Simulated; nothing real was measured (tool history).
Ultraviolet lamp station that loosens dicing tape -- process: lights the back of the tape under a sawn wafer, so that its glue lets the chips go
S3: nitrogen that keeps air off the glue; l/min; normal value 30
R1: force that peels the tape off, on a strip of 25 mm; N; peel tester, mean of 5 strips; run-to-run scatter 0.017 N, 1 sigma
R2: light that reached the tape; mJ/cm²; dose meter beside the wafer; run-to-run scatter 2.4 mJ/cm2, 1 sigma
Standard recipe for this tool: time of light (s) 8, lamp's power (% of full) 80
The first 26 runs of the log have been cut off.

{"run": 27, "hour": 473.1, "time of light (s)": 5, "lamp's power (% of full)": 99, "S3": 47, "R1": 1.448, "R2": 163}
{"run": 28, "hour": 485.8, "time of light (s)": 5, "lamp's power (% of full)": 99, "S3": 47, "R1": 1.409, "R2": 160}
{"run": 29, "hour": 500.1, "time of light (s)": 8, "lamp's power (% of full)": 79, "S3": 16, "R1": 1.924, "R2": 202}
{"run": 30, "hour": 523.6, "time of light (s)": 7, "lamp's power (% of full)": 79, "S3": 16, "R1": 2.379, "R2": 173}
{"run": 31, "hour": 542.7, "time of light (s)": 8, "lamp's power (% of full)": 95, "S3": 36, "R1": 0.727, "R2": 237}
{"run": 32, "hour": 557.4, "time of light (s)": 9, "lamp's power (% of full)": 95, "S3": 56, "R1": 0.398, "R2": 269}
{"run": 33, "hour": 577.7, "time of light (s)": 15, "lamp's power (% of full)": 75, "S3": 10, "R1": 0.981, "R2": 346}
{"run": 34, "hour": 594.2, "time of light (s)": 4, "lamp's power (% of full)": 80, "S3": 30, "R1": 3.684, "R2": 100}
{"run": 35, "hour": 616.9, "time of light (s)": 4, "lamp's power (% of full)": 64, "S3": 10, "R1": 6.197, "R2": 80}
{"run": 36, "hour": 634.7, "time of light (s)": 4, "lamp's power (% of full)": 64, "S3": 10, "R1": 6.206, "R2": 78}
{"run": 37, "hour": 658.2, "time of light (s)": 8, "lamp's power (% of full)": 80, "S3": 38, "R1": 1.144, "R2": 195}
{"run": 38, "hour": 681.4, "time of light (s)": 8, "lamp's power (% of full)": 80, "S3": 54, "R1": 0.906, "R2": 192}
{"run": 39, "hour": 702.8, "time of light (s)": 5, "lamp's power (% of full)": 72, "S3": 54, "R1": 2.598, "R2": 107}
{"run": 40, "hour": 720.8, "time of light (s)": 14, "lamp's power (% of full)": 84, "S3": 30, "R1": 0.356, "R2": 349}
{"run": 41, "hour": 734.6, "time of light (s)": 14, "lamp's power (% of full)": 84, "S3": 30, "R1": 0.366, "R2": 347}
{"run": 42, "hour": 757.3, "time of light (s)": 7, "lamp's power (% of full)": 80, "S3": 42, "R1": 1.414, "R2": 160}
{"run": 43, "hour": 767.7, "time of light (s)": 15, "lamp's power (% of full)": 71, "S3": 12, "R1": 1.057, "R2": 314}

Predict each of these 3 candidate next runs independently; none follows another, all start after run 43:
{"run": "A", "hour": 785.7, "time of light (s)": 10, "lamp's power (% of full)": 77, "S3": 19, "R1": "?", "R2": "?"}
{"run": "B", "hour": 785.7, "time of light (s)": 8, "lamp's power (% of full)": 61, "S3": 30, "R1": "?", "R2": "?"}
{"run": "C", "hour": 785.7, "time of light (s)": 8, "lamp's power (% of full)": 65, "S3": 33, "R1": "?", "R2": "?"}

run=A R1=1.415 R2=225
run=B R1=2.299 R2=147
run=C R1=1.937 R2=152
With the hidden condition removed and each run's random variation left untouched, the same runs would have given:
run=A R1=0.769 R2=301
run=B R1=1.397 R2=195
run=C R1=1.131 R2=204

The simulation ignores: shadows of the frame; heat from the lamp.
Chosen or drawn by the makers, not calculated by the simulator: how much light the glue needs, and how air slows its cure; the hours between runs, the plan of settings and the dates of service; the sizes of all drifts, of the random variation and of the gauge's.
